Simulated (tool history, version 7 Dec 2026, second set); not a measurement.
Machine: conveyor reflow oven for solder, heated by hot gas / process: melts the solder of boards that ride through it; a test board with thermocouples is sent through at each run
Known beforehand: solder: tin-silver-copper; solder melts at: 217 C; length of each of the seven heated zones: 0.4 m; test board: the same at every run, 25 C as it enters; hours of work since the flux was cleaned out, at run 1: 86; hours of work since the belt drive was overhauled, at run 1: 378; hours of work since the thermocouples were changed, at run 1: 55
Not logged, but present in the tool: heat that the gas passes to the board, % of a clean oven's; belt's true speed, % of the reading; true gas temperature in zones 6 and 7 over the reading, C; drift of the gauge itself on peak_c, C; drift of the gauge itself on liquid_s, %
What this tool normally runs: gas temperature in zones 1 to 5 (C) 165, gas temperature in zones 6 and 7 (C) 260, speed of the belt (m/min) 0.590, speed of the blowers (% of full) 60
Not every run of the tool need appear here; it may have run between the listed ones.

| run | day | gas temperature in zones 1 to 5 (C) | gas temperature in zones 6 and 7 (C) | speed of the belt (m/min) | speed of the blowers (% of full) | hours of work since the flux was cleaned out | hours of work since the belt drive was overhauled | hours of work since the thermocouples were changed | highest temperature of the board (C) | time above the solder's melting point (s) |
|---|---|---|---|---|---|---|---|---|---|---|
| 1 | 0.000 | 165 | 260 | 0.590 | 60 | 86 | 378 | 55 | 246.77 | 54.5 |
| 2 | 0.588 | 165 | 260 | 0.590 | 60 | 95 | 386 | 64 | 246.72 | 54.3 |
| 3 | 1.308 | 165 | 260 | 0.590 | 60 | 105 | 397 | 75 | 246.55 | 54.5 |
| 4 | 2.117 | 165 | 260 | 0.590 | 60 | 117 | 409 | 87 | 246.59 | 54.5 |
| 5 | 2.762 | 165 | 260 | 0.590 | 60 | 127 | 419 | 96 | 246.58 | 54.5 |
| 6 | 3.408 | 172 | 260 | 0.590 | 60 | 136 | 428 | 106 | 247.61 | 57.8 |
| 7 | 4.183 | 172 | 260 | 0.590 | 60 | 148 | 440 | 117 | 247.67 | 57.7 |
| 8 | 4.917 | 172 | 260 | 0.590 | 60 | 159 | 451 | 128 | 247.51 | 57.8 |
| 9 | 5.279 | 172 | 260 | 0.590 | 60 | 164 | 456 | 133 | 247.43 | 57.8 |
| 10 | 5.662 | 172 | 260 | 0.590 | 60 | 170 | 462 | 139 | 247.46 | 57.8 |
| 11 | 6.446 | 172 | 260 | 0.590 | 60 | 181 | 473 | 151 | 247.42 | 57.7 |
| 12 | 7.083 | 172 | 260 | 0.590 | 60 | 191 | 483 | 160 | 247.40 | 57.6 |
| 13 | 7.417 | 172 | 260 | 0.590 | 60 | 196 | 488 | 165 | 247.50 | 57.7 |
| 14 | 7.850 | 172 | 260 | 0.590 | 60 | 202 | 494 | 171 | 247.45 | 57.6 |
| 15 | 8.379 | 165 | 260 | 0.590 | 60 | 210 | 502 | 179 | 246.20 | 54.0 |
| 16 | 8.775 | 165 | 250 | 0.590 | 60 | 216 | 508 | 185 | 237.35 | 44.7 |
| 17 | 9.488 | 171 | 250 | 0.701 | 60 | 226 | 518 | 196 | 233.20 | 32.6 |
| 18 | 9.896 | 171 | 253 | 0.701 | 60 | 233 | 524 | 202 | 235.74 | 35.7 |
| 19 | 10.658 | 171 | 253 | 0.701 | 60 | 244 | 536 | 213 | 235.69 | 35.7 |
| 20 | 11.333 | 171 | 253 | 0.701 | 60 | 254 | 546 | 223 | 235.72 | 35.6 |
| 21 | 12.142 | 165 | 260 | 0.590 | 53 | 266 | 557 | 235 | 244.12 | 50.9 |
| 22 | 12.808 | 165 | 272 | 0.590 | 53 | 276 | 567 | 245 | 254.55 | 60.1 |
| 23 | 13.446 | 165 | 272 | 0.692 | 56 | 285 | 577 | 254 | 249.43 | 46.3 |
| 24 | 14.154 | 165 | 269 | 0.680 | 56 | 296 | 587 | 265 | 247.57 | 45.6 |

What will run 25 give?
| 25 | 14.825 | 165 | 269 | 0.680 | 56 | 306 | 597 | 275 | ? | ? |

For run 25 the tool returned highest temperature of the board (C) 247.53, time above the solder's melting point (s) 45.9.
Had the tool carried no hidden state, the very same run would have given highest temperature of the board (C) 248.74, time above the solder's melting point (s) 46.8.
